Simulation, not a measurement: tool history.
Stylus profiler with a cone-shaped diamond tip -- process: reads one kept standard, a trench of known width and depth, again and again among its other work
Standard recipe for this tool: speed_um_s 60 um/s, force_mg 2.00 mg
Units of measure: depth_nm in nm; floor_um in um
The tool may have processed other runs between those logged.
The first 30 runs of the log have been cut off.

run    hour  speed_um_s  force_mg  scans with this tip  hours of work since the height scale was calibrated  depth_nm  floor_um
      787.0  -- height scale calibrated on a step standard
 31   801.2          20      1.21                 9902                                                   11    200.27     47.02
 32   818.9          31      1.57                10045                                                   25    200.90     46.85
 33   854.1          16      1.66                10330                                                   52    200.83     46.98
      861.0  -- height scale calibrated on a step standard, once more
 34   874.0         105      5.39                10487                                                   10    203.96     46.77
 35   900.6         180      0.67                10702                                                   31    200.83     46.04
 36   934.4          20      4.14                10975                                                   57    203.17     46.89
 37   959.4          20      4.14                11177                                                   77    203.30     46.85
 38   983.2          20      4.14                11370                                                   95    203.16     46.88
 39  1001.0          33      3.63                11514                                                  109    202.76     46.81
 40  1019.0          33      3.09                11659                                                  123    202.68     46.82
 41  1041.6          33      3.09                11843                                                  141    202.46     46.77
 42  1069.8          97      1.56                12071                                                  163    201.61     46.49
 43  1100.7          97      1.56                12321                                                  187    201.46     46.40
 44  1121.8          60      1.16                12491                                                  204    201.17     46.52
 45  1146.7          60      1.16                12693                                                  223    201.17     46.50
     1180.6  -- new tip fitted, height scale calibrated
 46  1183.8         197      2.27                   25                                                    2    202.26     47.63

Predict each of these 3 candidate next runs independently; none follows another, all start after run 46:
  A  1205.7          16      1.09                  203                                                   20         ?         ?
  B  1205.7         110      2.27                  203                                                   20         ?         ?
  C  1205.7         197      5.34                  203                                                   20         ?         ?

run  depth_nm  floor_um
  A    201.66     48.19
  B    202.31     47.87
  C    203.84     47.84
With the hidden condition removed and each run's random variation left untouched, the same runs would have given:
run  depth_nm  floor_um
  A    201.62     48.21
  B    202.27     47.89
  C    203.80     47.86
